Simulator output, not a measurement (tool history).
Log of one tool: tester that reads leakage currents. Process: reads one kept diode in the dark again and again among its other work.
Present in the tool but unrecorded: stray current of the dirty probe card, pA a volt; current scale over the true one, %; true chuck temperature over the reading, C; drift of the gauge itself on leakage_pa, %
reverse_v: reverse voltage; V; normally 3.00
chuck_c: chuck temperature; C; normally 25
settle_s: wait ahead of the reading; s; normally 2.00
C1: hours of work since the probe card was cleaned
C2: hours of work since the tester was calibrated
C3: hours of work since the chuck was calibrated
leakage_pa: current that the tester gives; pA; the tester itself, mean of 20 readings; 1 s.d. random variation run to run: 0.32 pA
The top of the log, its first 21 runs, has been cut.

{"run": 22, "hour": 3720.4, "reverse_v": 2.61, "chuck_c": 28, "settle_s": 0.98, "C1": 2153, "C2": 579, "C3": 810, "leakage_pa": 137.52}
{"run": 23, "hour": 3866.9, "reverse_v": 1.89, "chuck_c": 24, "settle_s": 5.11, "C1": 2234, "C2": 660, "C3": 890, "leakage_pa": 82.52}
{"run": 24, "hour": 4107.4, "reverse_v": 1.89, "chuck_c": 24, "settle_s": 5.11, "C1": 2366, "C2": 792, "C3": 1022, "leakage_pa": 83.46}
{"hour": 4131.2, "done": "chuck's temperature calibrated"}
{"run": 25, "hour": 4335.3, "reverse_v": 4.1, "chuck_c": 30, "settle_s": 7.19, "C1": 2489, "C2": 916, "C3": 112, "leakage_pa": 196.39}
{"run": 26, "hour": 4524.8, "reverse_v": 4.1, "chuck_c": 30, "settle_s": 7.19, "C1": 2593, "C2": 1020, "C3": 216, "leakage_pa": 197.08}
{"run": 27, "hour": 4715.1, "reverse_v": 4.1, "chuck_c": 30, "settle_s": 7.19, "C1": 2698, "C2": 1124, "C3": 320, "leakage_pa": 198.27}
{"hour": 4734.4, "done": "probe card cleaned and baked"}
{"run": 28, "hour": 4884.6, "reverse_v": 4.35, "chuck_c": 25, "settle_s": 0.67, "C1": 82, "C2": 1215, "C3": 412, "leakage_pa": 130.52}
{"run": 29, "hour": 5101.8, "reverse_v": 4.35, "chuck_c": 25, "settle_s": 0.67, "C1": 202, "C2": 1334, "C3": 531, "leakage_pa": 131.9}
{"run": 30, "hour": 5264.2, "reverse_v": 3.0, "chuck_c": 22, "settle_s": 3.5, "C1": 291, "C2": 1424, "C3": 620, "leakage_pa": 83.12}
{"run": 31, "hour": 5495.4, "reverse_v": 4.35, "chuck_c": 46, "settle_s": 3.5, "C1": 417, "C2": 1550, "C3": 747, "leakage_pa": 786.52}
{"run": 32, "hour": 5668.0, "reverse_v": 4.35, "chuck_c": 46, "settle_s": 3.5, "C1": 512, "C2": 1645, "C3": 841, "leakage_pa": 789.62}
{"run": 33, "hour": 5907.8, "reverse_v": 8.91, "chuck_c": 49, "settle_s": 0.43, "C1": 644, "C2": 1776, "C3": 973, "leakage_pa": 1405.72}
{"hour": 6025.8, "done": "chuck's temperature calibrated"}
{"run": 34, "hour": 6081.1, "reverse_v": 8.91, "chuck_c": 49, "settle_s": 0.43, "C1": 737, "C2": 1870, "C3": 30, "leakage_pa": 1331.16}
{"run": 35, "hour": 6211.3, "reverse_v": 3.0, "chuck_c": 28, "settle_s": 1.68, "C1": 809, "C2": 1942, "C3": 102, "leakage_pa": 138.27}
{"run": 36, "hour": 6319.9, "reverse_v": 3.0, "chuck_c": 28, "settle_s": 0.52, "C1": 868, "C2": 2001, "C3": 161, "leakage_pa": 140.12}
{"run": 37, "hour": 6520.3, "reverse_v": 3.0, "chuck_c": 28, "settle_s": 0.52, "C1": 978, "C2": 2111, "C3": 271, "leakage_pa": 141.79}
{"run": 38, "hour": 6696.0, "reverse_v": 8.62, "chuck_c": 28, "settle_s": 0.76, "C1": 1075, "C2": 2208, "C3": 368, "leakage_pa": 235.81}

Alternative continuations, all from the tool just after run 38; predict every row:
{"run": "A", "hour": 6847.1, "reverse_v": 2.34, "chuck_c": 45, "settle_s": 0.55, "C1": 1158, "C2": 2291, "C3": 450, "leakage_pa": "?"}
{"run": "B", "hour": 6847.1, "reverse_v": 2.8, "chuck_c": 25, "settle_s": 1.64, "C1": 1158, "C2": 2291, "C3": 450, "leakage_pa": "?"}
{"run": "C", "hour": 6847.1, "reverse_v": 5.12, "chuck_c": 37, "settle_s": 2.0, "C1": 1158, "C2": 2291, "C3": 450, "leakage_pa": "?"}

run=A leakage_pa=530.25
run=B leakage_pa=103.79
run=C leakage_pa=395.33
The same runs, with their run-to-run variation unchanged, on a tool lacking any hidden condition would have given:
run=A leakage_pa=519.58
run=B leakage_pa=100.64
run=C leakage_pa=385.83
